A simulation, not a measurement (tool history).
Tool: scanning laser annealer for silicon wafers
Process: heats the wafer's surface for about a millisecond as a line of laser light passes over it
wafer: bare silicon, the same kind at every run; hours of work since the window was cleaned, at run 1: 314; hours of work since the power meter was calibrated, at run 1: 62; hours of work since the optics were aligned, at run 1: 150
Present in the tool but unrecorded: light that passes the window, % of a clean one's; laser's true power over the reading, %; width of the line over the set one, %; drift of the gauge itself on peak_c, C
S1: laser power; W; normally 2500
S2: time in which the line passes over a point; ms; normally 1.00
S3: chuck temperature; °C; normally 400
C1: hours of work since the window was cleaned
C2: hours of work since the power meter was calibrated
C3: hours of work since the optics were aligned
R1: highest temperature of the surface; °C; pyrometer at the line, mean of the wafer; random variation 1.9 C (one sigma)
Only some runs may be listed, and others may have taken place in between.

run 1 hour=0.0 | S1=2500 S2=1.00 S3=400 | C1=314 C2=62 C3=150 | R1=1218
run 2 hour=5.1 | S1=2500 S2=1.00 S3=388 | C1=317 C2=65 C3=153 | R1=1205
run 3 hour=9.1 | S1=2500 S2=1.00 S3=400 | C1=319 C2=67 C3=155 | R1=1218
run 4 hour=14.5 | S1=2500 S2=1.00 S3=400 | C1=322 C2=70 C3=158 | R1=1218
run 5 hour=23.4 | S1=2500 S2=1.00 S3=400 | C1=326 C2=74 C3=163 | R1=1218
run 6 hour=32.1 | S1=2500 S2=1.00 S3=400 | C1=331 C2=79 C3=168 | R1=1217
run 7 hour=39.2 | S1=2483 S2=1.00 S3=400 | C1=335 C2=83 C3=171 | R1=1212
run 8 hour=44.1 | S1=2483 S2=1.00 S3=400 | C1=338 C2=85 C3=174 | R1=1211
run 9 hour=51.6 | S1=2483 S2=1.00 S3=366 | C1=341 C2=89 C3=178 | R1=1179
run 10 hour=58.7 | S1=2483 S2=1.00 S3=366 | C1=345 C2=93 C3=182 | R1=1178
run 11 hour=67.3 | S1=2500 S2=0.74 S3=400 | C1=350 C2=98 C3=186 | R1=1113
run 12 hour=76.7 | S1=2500 S2=0.74 S3=400 | C1=355 C2=103 C3=191 | R1=1114
run 13 hour=81.0 | S1=2398 S2=1.00 S3=400 | C1=357 C2=105 C3=194 | R1=1182
run 14 hour=86.9 | S1=2500 S2=1.00 S3=400 | C1=360 C2=108 C3=197 | R1=1219
run 15 hour=92.7 | S1=2500 S2=1.00 S3=400 | C1=363 C2=111 C3=200 | R1=1220
run 16 hour=101.3 | S1=2500 S2=1.00 S3=400 | C1=368 C2=116 C3=205 | R1=1221
run 17 hour=108.4 | S1=2500 S2=0.74 S3=400 | C1=372 C2=120 C3=208 | R1=1112
run 18 hour=113.3 | S1=2500 S2=1.00 S3=400 | C1=374 C2=122 C3=211 | R1=1221
run 19 hour=119.9 | S1=2500 S2=1.00 S3=400 | C1=378 C2=126 C3=214 | R1=1218
run 20 hour=125.6 | S1=2500 S2=1.00 S3=400 | C1=381 C2=129 C3=218 | R1=1220
run 21 hour=130.6 | S1=2500 S2=1.00 S3=400 | C1=384 C2=132 C3=220 | R1=1216
run 22 hour=134.9 | S1=2500 S2=1.00 S3=400 | C1=386 C2=134 C3=222 | R1=1219
run 23 hour=140.6 | S1=2444 S2=1.17 S3=400 | C1=389 C2=137 C3=225 | R1=1260
run 24 hour=149.6 | S1=2444 S2=1.17 S3=400 | C1=394 C2=142 C3=230 | R1=1256
run 25 hour=156.1 | S1=2444 S2=1.17 S3=400 | C1=397 C2=145 C3=234 | R1=1259
run 26 hour=162.5 | S1=2490 S2=1.00 S3=377 | C1=401 C2=149 C3=237 | R1=1191
run 27 hour=166.4 | S1=2187 S2=1.00 S3=393 | C1=403 C2=151 C3=239 | R1=1094
run 28 hour=175.3 | S1=2500 S2=1.00 S3=426 | C1=407 C2=155 C3=244 | R1=1247
run 29 hour=184.5 | S1=2267 S2=1.07 S3=426 | C1=412 C2=160 C3=249 | R1=1183
run 30 hour=188.7 | S1=2465 S2=1.02 S3=377 | C1=415 C2=163 C3=251 | R1=1190
run 31 hour=195.8 | S1=2633 S2=1.02 S3=377 | C1=418 C2=166 C3=255 | R1=1254
run 32 hour=204.5 | S1=2633 S2=1.02 S3=377 | C1=423 C2=171 C3=260 | R1=1254
run 33 hour=208.6 | S1=2500 S2=1.05 S3=419 | C1=425 C2=173 C3=262 | R1=1251
run 34 hour=217.1 | S1=2733 S2=0.84 S3=419 | C1=430 C2=178 C3=266 | R1=1257
run 35 hour=225.8 | S1=2637 S2=0.96 S3=373 | C1=434 C2=182 C3=271 | R1=1227
run 36 hour=232.2 | S1=2637 S2=0.96 S3=373 | C1=438 C2=186 C3=274 | R1=1228
run 37 hour=237.4 | S1=2637 S2=0.96 S3=373 | C1=441 C2=189 C3=277 | R1=1228
run 38 hour=241.5 | S1=2202 S2=1.07 S3=399 | C1=443 C2=191 C3=279 | R1=1129
run 39 hour=246.8 | S1=2421 S2=1.07 S3=399 | C1=446 C2=194 C3=282 | R1=1216
run 40 hour=251.8 | S1=2500 S2=0.72 S3=400 | C1=448 C2=196 C3=285 | R1=1100

Forecast each of these 4 alternatives for the next run:
run A hour=258.1 | S1=2500 S2=0.78 S3=418 | C1=452 C2=200 C3=288 | R1=?
run B hour=258.1 | S1=2500 S2=1.20 S3=400 | C1=452 C2=200 C3=288 | R1=?
run C hour=258.1 | S1=2512 S2=1.00 S3=411 | C1=452 C2=200 C3=288 | R1=?
run D hour=258.1 | S1=2596 S2=1.00 S3=397 | C1=452 C2=200 C3=288 | R1=?

run=A R1=1147
run=B R1=1291
run=C R1=1234
run=D R1=1253
With no hidden state in the tool, these same runs would have given:
run=A R1=1148
run=B R1=1292
run=C R1=1235
run=D R1=1253
